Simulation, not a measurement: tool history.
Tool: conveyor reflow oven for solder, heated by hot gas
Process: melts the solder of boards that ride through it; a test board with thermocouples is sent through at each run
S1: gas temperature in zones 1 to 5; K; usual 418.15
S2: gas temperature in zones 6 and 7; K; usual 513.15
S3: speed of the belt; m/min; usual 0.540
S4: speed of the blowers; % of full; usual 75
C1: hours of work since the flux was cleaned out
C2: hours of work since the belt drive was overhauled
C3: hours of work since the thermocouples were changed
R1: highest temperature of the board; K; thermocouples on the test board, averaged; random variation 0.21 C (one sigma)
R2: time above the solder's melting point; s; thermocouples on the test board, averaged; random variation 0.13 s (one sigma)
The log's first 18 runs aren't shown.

| run | hour | S1 | S2 | S3 | S4 | C1 | C2 | C3 | R1 | R2 |
|---|---|---|---|---|---|---|---|---|---|---|
| 19 | 123.8 | 421.15 | 522.15 | 0.624 | 75 | 203 | 108 | 140 | 501.05 | 67.9 |
| 20 | 129.7 | 422.15 | 513.15 | 0.540 | 75 | 208 | 113 | 144 | 498.15 | 77.4 |
| 21 | 135.6 | 418.15 | 513.15 | 0.521 | 52 | 212 | 117 | 149 | 493.85 | 74.2 |
|  | 146.7 | flux residue cleaned out of gas plates and filters |
| 22 | 149.5 | 422.15 | 502.15 | 0.524 | 60 | 2 | 123 | 155 | 487.35 | 70.6 |
| 23 | 154.9 | 428.15 | 509.15 | 0.540 | 57 | 6 | 127 | 159 | 492.45 | 76.0 |
| 24 | 161.4 | 428.15 | 509.15 | 0.540 | 57 | 11 | 132 | 164 | 492.65 | 75.7 |
| 25 | 168.7 | 418.15 | 502.15 | 0.481 | 75 | 16 | 137 | 169 | 491.35 | 80.5 |
| 26 | 175.9 | 412.15 | 502.15 | 0.481 | 57 | 21 | 143 | 174 | 487.25 | 72.2 |
| 27 | 181.9 | 412.15 | 515.15 | 0.587 | 70 | 26 | 147 | 179 | 494.75 | 64.3 |

Forecast run 28:
| 28 | 189.3 | 412.15 | 515.15 | 0.587 | 70 | 31 | 152 | 184 | ? | ? |

R1: 494.45 K
R2: 64.1 s
Without the tool's hidden state the same run would have given R1 494.45 K, R2 64.1 s.

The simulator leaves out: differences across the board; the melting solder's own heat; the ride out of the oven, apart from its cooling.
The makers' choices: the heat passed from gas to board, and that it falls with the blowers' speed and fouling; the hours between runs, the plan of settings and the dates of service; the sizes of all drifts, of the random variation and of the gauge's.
